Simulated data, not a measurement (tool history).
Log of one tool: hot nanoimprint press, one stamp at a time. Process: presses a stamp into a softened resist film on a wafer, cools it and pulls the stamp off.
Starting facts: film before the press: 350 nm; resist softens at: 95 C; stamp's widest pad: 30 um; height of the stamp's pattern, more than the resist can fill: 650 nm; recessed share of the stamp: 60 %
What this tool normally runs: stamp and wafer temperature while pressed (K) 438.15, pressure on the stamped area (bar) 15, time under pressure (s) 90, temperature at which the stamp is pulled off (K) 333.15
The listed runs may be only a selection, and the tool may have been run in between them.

run,hour,stamp and wafer temperature while pressed (K),pressure on the stamped area (bar),time under pressure (s),temperature at which the stamp is pulled off (K),resist left under the stamp's widest pad (nm),greatest force while the stamp is pulled off (N)
1,0,438.15,15,90,333.15,170.6,140
2,34.1,438.15,15,90,333.15,170.3,140
3,90.1,438.15,15,90,333.15,171,142
4,126.9,438.15,15,90,333.15,170.3,145
5,181.8,438.15,15,90,333.15,169.7,156
# hour 219.1: plate thermocouple calibrated
6,239.2,438.15,15,90,333.15,167.8,156
7,302.7,442.15,15,90,333.15,142.8,161
# hour 346.5: plate thermocouple calibrated, once more
8,368.7,442.15,15,90,333.15,152.4,176
# hour 402.5: stamp cleaned and given a new release coat
9,443.6,442.15,15,90,339.15,155,102
10,475.9,439.15,14.5,120,320.15,160.1,179
11,511.9,437.15,13.5,90,333.15,199,129
12,577.7,438.15,10.6,90,333.15,209.4,135
13,618.6,448.15,10.6,90,327.15,144.6,163

Each row is a separate what-if for the run after 13, all from the same tool condition, not one after another. Results?
A,685.4,438.15,13,102,335.15,?,?
B,685.4,438.15,10.6,90,327.15,?,?
C,685.4,438.15,15,90,332.15,?,?
D,685.4,445.15,15,150,324.15,?,?

run,resist left under the stamp's widest pad (nm),greatest force while the stamp is pulled off (N)
A,186.5,139
B,211.3,171
C,178.4,155
D,112.4,182
Take away the tool's hidden state, keep each run's random variation, and the runs would have read:
run,resist left under the stamp's widest pad (nm),greatest force while the stamp is pulled off (N)
A,184.8,116
B,210.4,141
C,176,128
D,110.5,150

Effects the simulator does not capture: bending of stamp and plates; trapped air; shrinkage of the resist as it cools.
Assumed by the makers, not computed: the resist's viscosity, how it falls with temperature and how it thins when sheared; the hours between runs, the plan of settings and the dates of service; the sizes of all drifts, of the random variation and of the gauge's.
